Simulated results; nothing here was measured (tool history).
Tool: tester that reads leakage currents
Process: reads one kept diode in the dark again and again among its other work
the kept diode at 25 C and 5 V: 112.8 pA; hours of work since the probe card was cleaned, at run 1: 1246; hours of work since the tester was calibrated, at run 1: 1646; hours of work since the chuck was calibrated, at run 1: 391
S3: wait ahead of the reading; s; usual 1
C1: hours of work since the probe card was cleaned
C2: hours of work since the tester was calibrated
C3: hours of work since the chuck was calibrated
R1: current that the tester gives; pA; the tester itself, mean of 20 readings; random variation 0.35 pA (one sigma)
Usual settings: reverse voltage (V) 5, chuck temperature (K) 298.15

{"run": 1, "day": 0.0, "reverse voltage (V)": 5, "chuck temperature (K)": 298.15, "S3": 1, "C1": 1246, "C2": 1646, "C3": 391, "R1": 113.76}
{"run": 2, "day": 4.083, "reverse voltage (V)": 5, "chuck temperature (K)": 298.15, "S3": 1, "C1": 1301, "C2": 1701, "C3": 445, "R1": 113.62}
{"run": 3, "day": 7.538, "reverse voltage (V)": 5, "chuck temperature (K)": 293.15, "S3": 1, "C1": 1347, "C2": 1747, "C3": 492, "R1": 71.52}
{"run": 4, "day": 10.867, "reverse voltage (V)": 5, "chuck temperature (K)": 293.15, "S3": 1, "C1": 1392, "C2": 1792, "C3": 536, "R1": 70.99}
{"run": 5, "day": 14.35, "reverse voltage (V)": 5, "chuck temperature (K)": 293.15, "S3": 1, "C1": 1438, "C2": 1839, "C3": 583, "R1": 71.29}
{"run": 6, "day": 16.762, "reverse voltage (V)": 5, "chuck temperature (K)": 298.15, "S3": 6.08, "C1": 1471, "C2": 1871, "C3": 615, "R1": 113.08}
{"run": 7, "day": 19.108, "reverse voltage (V)": 5, "chuck temperature (K)": 298.15, "S3": 6.08, "C1": 1502, "C2": 1902, "C3": 647, "R1": 113.21}
{"run": 8, "day": 23.296, "reverse voltage (V)": 5, "chuck temperature (K)": 298.15, "S3": 4.52, "C1": 1558, "C2": 1958, "C3": 703, "R1": 113.03}
{"run": 9, "day": 26.396, "reverse voltage (V)": 5, "chuck temperature (K)": 298.15, "S3": 7.7, "C1": 1600, "C2": 2000, "C3": 745, "R1": 113.45}
{"run": 10, "day": 30.392, "reverse voltage (V)": 5, "chuck temperature (K)": 298.15, "S3": 7.7, "C1": 1653, "C2": 2054, "C3": 798, "R1": 112.86}
{"run": 11, "day": 34.246, "reverse voltage (V)": 5, "chuck temperature (K)": 298.15, "S3": 7.7, "C1": 1705, "C2": 2105, "C3": 850, "R1": 113.1}
{"run": 12, "day": 36.183, "reverse voltage (V)": 5, "chuck temperature (K)": 298.15, "S3": 7.7, "C1": 1731, "C2": 2131, "C3": 876, "R1": 113.17}
{"run": 13, "day": 40.075, "reverse voltage (V)": 5, "chuck temperature (K)": 298.15, "S3": 7.7, "C1": 1783, "C2": 2183, "C3": 928, "R1": 113.22}
{"run": 14, "day": 44.317, "reverse voltage (V)": 5, "chuck temperature (K)": 298.15, "S3": 7.7, "C1": 1840, "C2": 2240, "C3": 985, "R1": 113.16}
{"run": 15, "day": 48.246, "reverse voltage (V)": 5, "chuck temperature (K)": 298.15, "S3": 7.7, "C1": 1893, "C2": 2293, "C3": 1038, "R1": 113.12}
{"run": 16, "day": 50.962, "reverse voltage (V)": 5, "chuck temperature (K)": 298.15, "S3": 7.7, "C1": 1929, "C2": 2329, "C3": 1074, "R1": 112.53}
{"run": 17, "day": 53.933, "reverse voltage (V)": 5, "chuck temperature (K)": 298.15, "S3": 7.7, "C1": 1969, "C2": 2369, "C3": 1114, "R1": 112.86}
{"day": 56.762, "done": "probe card cleaned and baked"}
{"run": 18, "day": 57.917, "reverse voltage (V)": 5, "chuck temperature (K)": 298.15, "S3": 7.7, "C1": 15, "C2": 2421, "C3": 1166, "R1": 113.1}
{"run": 19, "day": 61.604, "reverse voltage (V)": 1.18, "chuck temperature (K)": 298.15, "S3": 1, "C1": 65, "C2": 2470, "C3": 1215, "R1": 62.15}
{"day": 62.229, "done": "chuck's temperature calibrated"}
{"run": 20, "day": 63.817, "reverse voltage (V)": 2.73, "chuck temperature (K)": 298.15, "S3": 1, "C1": 93, "C2": 2499, "C3": 21, "R1": 88.74}
{"run": 21, "day": 65.779, "reverse voltage (V)": 2.73, "chuck temperature (K)": 298.15, "S3": 1, "C1": 120, "C2": 2525, "C3": 48, "R1": 88.6}
{"run": 22, "day": 70.275, "reverse voltage (V)": 11.28, "chuck temperature (K)": 298.15, "S3": 6.48, "C1": 180, "C2": 2586, "C3": 108, "R1": 158.08}
{"run": 23, "day": 73.042, "reverse voltage (V)": 11.28, "chuck temperature (K)": 298.15, "S3": 6.48, "C1": 217, "C2": 2623, "C3": 145, "R1": 160}
{"run": 24, "day": 75.733, "reverse voltage (V)": 5.77, "chuck temperature (K)": 300.15, "S3": 0.4, "C1": 253, "C2": 2659, "C3": 181, "R1": 147.33}
{"run": 25, "day": 78.654, "reverse voltage (V)": 12.75, "chuck temperature (K)": 298.15, "S3": 1, "C1": 292, "C2": 2698, "C3": 220, "R1": 169}
{"run": 26, "day": 82.362, "reverse voltage (V)": 2.87, "chuck temperature (K)": 298.15, "S3": 0.41, "C1": 342, "C2": 2748, "C3": 270, "R1": 90.82}
{"run": 27, "day": 86.788, "reverse voltage (V)": 15.9, "chuck temperature (K)": 298.15, "S3": 0.3, "C1": 401, "C2": 2807, "C3": 329, "R1": 194.4}
{"run": 28, "day": 89.533, "reverse voltage (V)": 15.9, "chuck temperature (K)": 298.15, "S3": 0.3, "C1": 438, "C2": 2844, "C3": 366, "R1": 194.6}
{"run": 29, "day": 92.354, "reverse voltage (V)": 15.9, "chuck temperature (K)": 298.15, "S3": 0.3, "C1": 476, "C2": 2882, "C3": 404, "R1": 194.72}
{"run": 30, "day": 94.629, "reverse voltage (V)": 1.31, "chuck temperature (K)": 311.15, "S3": 0.36, "C1": 507, "C2": 2912, "C3": 434, "R1": 209.79}
{"run": 31, "day": 99.117, "reverse voltage (V)": 2.77, "chuck temperature (K)": 308.15, "S3": 6.19, "C1": 567, "C2": 2972, "C3": 495, "R1": 219.51}
{"run": 32, "day": 102.988, "reverse voltage (V)": 3.33, "chuck temperature (K)": 308.15, "S3": 1.64, "C1": 619, "C2": 3024, "C3": 546, "R1": 238.91}
{"run": 33, "day": 105.625, "reverse voltage (V)": 16.56, "chuck temperature (K)": 305.15, "S3": 2.94, "C1": 654, "C2": 3060, "C3": 582, "R1": 357.84}
{"run": 34, "day": 110.012, "reverse voltage (V)": 16.56, "chuck temperature (K)": 305.15, "S3": 2.94, "C1": 713, "C2": 3118, "C3": 641, "R1": 355.19}
{"run": 35, "day": 112.608, "reverse voltage (V)": 1.94, "chuck temperature (K)": 314.15, "S3": 5.11, "C1": 748, "C2": 3153, "C3": 675, "R1": 318.74}
{"run": 36, "day": 117.046, "reverse voltage (V)": 1.94, "chuck temperature (K)": 329.15, "S3": 4, "C1": 807, "C2": 3213, "C3": 735, "R1": 1072.66}
{"run": 37, "day": 119.138, "reverse voltage (V)": 7.92, "chuck temperature (K)": 298.15, "S3": 1, "C1": 835, "C2": 3241, "C3": 763, "R1": 138.2}
{"run": 38, "day": 123.679, "reverse voltage (V)": 13.56, "chuck temperature (K)": 298.15, "S3": 4.4, "C1": 896, "C2": 3302, "C3": 824, "R1": 171.2}
{"run": 39, "day": 127.688, "reverse voltage (V)": 13.56, "chuck temperature (K)": 298.15, "S3": 4.4, "C1": 950, "C2": 3355, "C3": 878, "R1": 172.2}
{"run": 40, "day": 129.988, "reverse voltage (V)": 7.84, "chuck temperature (K)": 320.15, "S3": 0.57, "C1": 981, "C2": 3386, "C3": 908, "R1": 941.49}

4 ways to go on from here, each from the tool as it stands after run 40. What would each give?
{"run": "A", "day": 132.392, "reverse voltage (V)": 5, "chuck temperature (K)": 298.15, "S3": 6.77, "C1": 1013, "C2": 3418, "C3": 941, "R1": "?"}
{"run": "B", "day": 132.392, "reverse voltage (V)": 2.09, "chuck temperature (K)": 298.15, "S3": 1.98, "C1": 1013, "C2": 3418, "C3": 941, "R1": "?"}
{"run": "C", "day": 132.392, "reverse voltage (V)": 5, "chuck temperature (K)": 303.15, "S3": 6.06, "C1": 1013, "C2": 3418, "C3": 941, "R1": "?"}
{"run": "D", "day": 132.392, "reverse voltage (V)": 2.57, "chuck temperature (K)": 327.15, "S3": 0.6, "C1": 1013, "C2": 3418, "C3": 941, "R1": "?"}

run=A R1=112.96
run=B R1=78.72
run=C R1=179.46
run=D R1=1039.92
Without the tool's hidden state the same runs would have given:
run=A R1=113.02
run=B R1=78.78
run=C R1=179.59
run=D R1=1040.82

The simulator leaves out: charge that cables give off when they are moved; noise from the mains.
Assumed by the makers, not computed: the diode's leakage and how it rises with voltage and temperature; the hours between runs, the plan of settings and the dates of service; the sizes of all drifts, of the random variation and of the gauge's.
